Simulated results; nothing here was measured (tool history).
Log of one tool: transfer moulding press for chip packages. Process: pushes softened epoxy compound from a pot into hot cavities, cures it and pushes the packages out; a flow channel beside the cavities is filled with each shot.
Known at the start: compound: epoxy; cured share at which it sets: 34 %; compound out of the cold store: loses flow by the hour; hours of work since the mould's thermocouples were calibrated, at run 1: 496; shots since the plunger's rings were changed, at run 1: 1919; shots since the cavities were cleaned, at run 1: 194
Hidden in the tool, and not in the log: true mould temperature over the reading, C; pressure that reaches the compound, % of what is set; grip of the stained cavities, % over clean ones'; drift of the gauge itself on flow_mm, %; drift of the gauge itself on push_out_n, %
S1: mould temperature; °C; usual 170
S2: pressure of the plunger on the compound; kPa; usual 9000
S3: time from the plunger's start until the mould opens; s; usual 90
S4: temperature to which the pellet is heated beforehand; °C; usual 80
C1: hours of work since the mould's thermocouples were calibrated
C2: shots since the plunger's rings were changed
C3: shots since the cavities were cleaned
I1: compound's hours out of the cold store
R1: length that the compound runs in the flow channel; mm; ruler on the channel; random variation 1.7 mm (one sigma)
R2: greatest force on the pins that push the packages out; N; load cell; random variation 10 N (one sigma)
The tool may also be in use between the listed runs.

run     day   S1     S2   S3  S4   C1    C2   C3    I1   R1   R2
  1   0.000  170   9000   90  80  496  1919  194  10.1  987  440
      1.312  -- cavities cleaned with cleaning compound and waxed
  2   1.846  170   9000   90  80  516  2337  125  31.8  883  418
      3.054  -- mould's thermocouples calibrated
      3.492  -- cavities cleaned with cleaning compound and waxed
  3   3.700  170   9000   90  80    7  2738   48  11.6  981  453
  4   5.383  170   9000   90  80   26  3133  443   8.8  995  473
      5.625  -- cavities cleaned with cleaning compound and waxed
  5   7.388  170   9400   90  80   47  3589  414  23.4  943  438
      7.654  -- cavities cleaned with cleaning compound and waxed
      9.792  -- cavities cleaned with cleaning compound and waxed
  6   9.858  170   9400   90  80   74  4138   15  44.4  850  409
     10.617  -- plunger's sealing rings changed
  7  11.692  170   9400   90  80   93   253  422  44.2  852  405
     12.008  -- cavities cleaned with cleaning compound and waxed
  8  12.725  170   9400   90  80  104   480  169  29.5  918  420
     14.133  -- cavities cleaned with cleaning compound and waxed
  9  14.621  170   9000   90  80  125   910  114  17.5  946  428
     16.233  -- cavities cleaned with cleaning compound and waxed
 10  16.354  170   9000   90  89  144  1301   28  23.0  924  420
 11  17.779  170   9000   90  89  160  1636  363  31.6  884  423
     18.358  -- cavities cleaned with cleaning compound and waxed
 12  19.612  170   9000   90  89  180  2052  295  12.8  969  444
     20.550  -- cavities cleaned with cleaning compound and waxed
 13  21.221  170   9000   90  89  197  2414  158  23.9  917  424
     22.762  -- cavities cleaned with cleaning compound and waxed
 14  22.933  170   9000   90  89  216  2801   41  30.5  886  437
     24.896  -- cavities cleaned with cleaning compound and waxed
 15  25.200  172   7660  102  89  241  3318   72  21.8  847  357
 16  26.575  172   7660  102  89  256  3641  395  47.6  742  373
     27.067  -- cavities cleaned with cleaning compound and waxed
 17  28.067  172   7660   99  80  272  3975  234  21.7  849  378
     29.208  -- cavities cleaned with cleaning compound and waxed
     29.554  -- plunger's sealing rings changed
 18  29.554  172   6860   99  83  287     0   57  46.5  710  374
 19  30.700  170   7410   90  80  300   270  327  25.6  827  450
     31.467  -- cavities cleaned with cleaning compound and waxed
 20  33.008  166  10110  113  80  326   796  362  41.4  914  387
     33.642  -- cavities cleaned with cleaning compound and waxed
 21  34.704  170   7920  117  80  344  1179  249  42.7  788  366
     35.854  -- cavities cleaned with cleaning compound and waxed
 22  36.800  170   7920  117  80  367  1656  222  22.7  871  361
     37.912  -- cavities cleaned with cleaning compound and waxed
 23  38.867  163   7920   87  80  389  2126  224  38.9  832  759
     40.067  -- cavities cleaned with cleaning compound and waxed
 24  40.750  163   7920   87  80  410  2553  160  15.8  940  820
     42.258  -- cavities cleaned with cleaning compound and waxed
 25  42.992  170   8600  106  83  435  3064  172  34.3  853  363
     44.433  -- cavities cleaned with cleaning compound and waxed
 26  44.996  170   9000   90  79  456  3520  133  17.2  951  459

3 ways to go on from here, each from the tool as it stands after run 26. What would each give?
     46.579  -- cavities cleaned with cleaning compound and waxed
  A  46.667  175  10320   90  79  475  3897  21  24.5   ?   ?
     46.579  -- cavities cleaned with cleaning compound and waxed
  B  46.667  168   8580   90  79  475  3897  21   8.6   ?   ?
     46.579  -- cavities cleaned with cleaning compound and waxed
  C  46.667  170   9000  118  80  475  3897  21  19.3   ?   ?

run   R1   R2
  A  961  364
  B  983  531
  C  941  356
Without the tool's hidden state the same runs would have given:
run   R1   R2
  A  962  364
  B  983  530
  C  941  356
